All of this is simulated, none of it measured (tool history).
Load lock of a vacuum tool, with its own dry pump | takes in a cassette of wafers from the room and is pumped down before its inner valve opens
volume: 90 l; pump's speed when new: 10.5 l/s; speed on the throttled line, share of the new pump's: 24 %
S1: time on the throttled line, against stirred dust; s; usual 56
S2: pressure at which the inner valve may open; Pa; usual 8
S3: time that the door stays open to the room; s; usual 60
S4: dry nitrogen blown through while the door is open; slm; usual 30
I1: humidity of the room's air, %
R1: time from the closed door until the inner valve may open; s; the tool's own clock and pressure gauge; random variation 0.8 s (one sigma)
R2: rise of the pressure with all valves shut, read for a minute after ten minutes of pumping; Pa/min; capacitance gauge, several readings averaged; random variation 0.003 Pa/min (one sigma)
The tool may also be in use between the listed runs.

Run 1, hour 0.0: usual settings; I1 47.9. Result: R1 134.9 s, R2 0.024 Pa/min.
Run 2, hour 256.2: usual settings but S3 52 s; I1 44.9. Result: R1 135.9 s, R2 0.025 Pa/min.
Run 3, hour 511.6: usual settings but S1 49 s, S3 52 s; I1 45.4. Result: R1 130.7 s, R2 0.029 Pa/min.
Run 4, hour 706.4: usual settings but S3 58 s; I1 45.7. Result: R1 135.2 s, R2 0.036 Pa/min.
Run 5, hour 929.4: usual settings but S3 58 s; I1 45.3. Result: R1 138.3 s, R2 0.033 Pa/min.
Run 6, hour 1073.1: usual settings but S3 58 s; I1 46.8. Result: R1 135.8 s, R2 0.033 Pa/min.
Run 7, hour 1220.7: usual settings; I1 42.8. Result: R1 135.0 s, R2 0.033 Pa/min.
Run 8, hour 1373.6: usual settings; I1 45.2. Result: R1 135.0 s, R2 0.038 Pa/min.
Run 9, hour 1544.7: usual settings but S4 5 slm; I1 46.9. Result: R1 137.0 s, R2 0.053 Pa/min.
Run 10, hour 1675.4: usual settings but S4 5 slm; I1 47.5. Result: R1 137.9 s, R2 0.058 Pa/min.
Run 11, hour 1803.8: usual settings but S4 17 slm; I1 46.3. Result: R1 136.7 s, R2 0.048 Pa/min.
Run 12, hour 2006.4: usual settings but S4 17 slm; I1 42.9. Result: R1 138.5 s, R2 0.043 Pa/min.
Run 13, hour 2164.3: usual settings but S4 17 slm; I1 45.5. Result: R1 138.7 s, R2 0.050 Pa/min.
Run 14, hour 2326.8: usual settings but S4 17 slm; I1 43.7. Result: R1 138.0 s, R2 0.053 Pa/min.
Run 15, hour 2572.6: usual settings but S4 17 slm; I1 46.6. Result: R1 138.7 s, R2 0.051 Pa/min.
Run 16, hour 2807.4: usual settings but S4 17 slm; I1 44.6. Result: R1 138.1 s, R2 0.046 Pa/min.
Run 17, hour 2923.1: usual settings; I1 43.6. Result: R1 137.5 s, R2 0.042 Pa/min.
Run 18, hour 3141.2: usual settings; I1 42.3. Result: R1 139.8 s, R2 0.047 Pa/min.
Run 19, hour 3360.3: usual settings; I1 45.6. Result: R1 139.8 s, R2 0.053 Pa/min.
Run 20, hour 3480.9: usual settings but S4 4 slm; I1 43.1. Result: R1 137.8 s, R2 0.068 Pa/min.
Run 21, hour 3637.5: usual settings but S1 67 s, S4 19 slm; I1 44.3. Result: R1 145.6 s, R2 0.062 Pa/min.
Run 22, hour 3885.5: usual settings but S1 67 s, S4 19 slm; I1 42.3. Result: R1 147.9 s, R2 0.058 Pa/min.
Run 23, hour 4006.0: usual settings but S1 67 s, S4 19 slm; I1 43.9. Result: R1 146.4 s, R2 0.068 Pa/min.
Run 24, hour 4225.1: usual settings but S1 86 s, S2 7 Pa, S3 40 s, S4 15 slm; I1 48.0. Result: R1 162.2 s, R2 0.059 Pa/min.
Run 25, hour 4429.0: usual settings but S1 86 s, S2 15 Pa, S3 32 s, S4 15 slm; I1 44.4. Result: R1 154.1 s, R2 0.068 Pa/min.
Run 26, hour 4572.0: usual settings but S1 86 s, S2 15 Pa, S3 32 s, S4 15 slm; I1 46.7. Result: R1 152.6 s, R2 0.072 Pa/min.
Run 27, hour 4681.0: usual settings but S2 12 Pa, S3 45 s; I1 46.1. Result: R1 134.7 s, R2 0.066 Pa/min.
Run 28, hour 4851.9: usual settings but S2 12 Pa, S3 45 s; I1 46.2. Result: R1 137.5 s, R2 0.066 Pa/min.
Run 29, hour 4987.1: usual settings but S2 14 Pa, S3 88 s; I1 44.7. Result: R1 134.3 s, R2 0.071 Pa/min.
Run 30, hour 5188.0: usual settings but S1 103 s, S2 16 Pa; I1 49.1. Result: R1 165.9 s, R2 0.070 Pa/min.
Run 31, hour 5296.9: usual settings but S1 103 s, S2 16 Pa; I1 48.3. Result: R1 165.1 s, R2 0.078 Pa/min.
Run 32, hour 5474.3: usual settings but S1 47 s, S2 16 Pa; I1 48.6. Result: R1 124.7 s, R2 0.076 Pa/min.
Run 33, hour 5678.5: usual settings but S1 47 s, S2 16 Pa; I1 43.5. Result: R1 127.1 s, R2 0.073 Pa/min.
Run 34, hour 5822.3: usual settings but S1 47 s, S2 12 Pa; I1 45.3. Result: R1 129.3 s, R2 0.084 Pa/min.
Run 35, hour 6080.7: usual settings but S2 15 Pa; I1 45.8. Result: R1 133.8 s, R2 0.083 Pa/min.
Run 36, hour 6190.7: usual settings but S3 51 s, S4 19 slm; I1 44.7. Result: R1 142.8 s, R2 0.085 Pa/min.
Run 37, hour 6441.0: usual settings but S1 32 s, S2 11 Pa, S3 51 s, S4 7 slm; I1 44.1. Result: R1 121.1 s, R2 0.095 Pa/min.
Run 38, hour 6587.7: usual settings but S1 32 s, S2 11 Pa, S3 51 s, S4 7 slm; I1 48.6. Result: R1 121.8 s, R2 0.101 Pa/min.

Measured less the same run without the tool's hidden state. The same run-to-run variation is in both; the gauge's scatter may not be:
The hidden state here: pump's speed, % of a new pump's; leak at the door's seal, Pa l/s; drift of the gauge itself on ready_s, %; drift of the gauge itself on rise_pa_min, %.
run     R1      R2
  1  +10.9  +0.013
  2  +11.1  +0.015
  3  +11.6  +0.016
  4  +11.5  +0.018
  5  +11.9  +0.019
  6  +11.8  +0.020
  7  +11.9  +0.021
  8  +12.0  +0.023
  9  +12.3  +0.024
 10  +12.5  +0.025
 11  +12.5  +0.026
 12  +12.9  +0.028
 13  +13.1  +0.029
 14  +13.1  +0.031
 15  +13.4  +0.032
 16  +13.5  +0.035
 17  +13.6  +0.035
 18  +14.0  +0.038
 19  +14.3  +0.039
 20  +14.2  +0.040
 21  +14.0  +0.042
 22  +14.4  +0.044
 23  +14.4  +0.045
 24  +13.9  +0.047
 25  +12.1  +0.049
 26  +12.2  +0.051
 27  +14.6  +0.052
 28  +15.0  +0.055
 29  +14.5  +0.056
 30  +11.9  +0.057
 31  +12.0  +0.060
 32  +15.2  +0.061
 33  +15.5  +0.064
 34  +16.2  +0.066
 35  +15.5  +0.068
 36  +17.2  +0.070
 37  +18.0  +0.073
 38  +18.3  +0.074
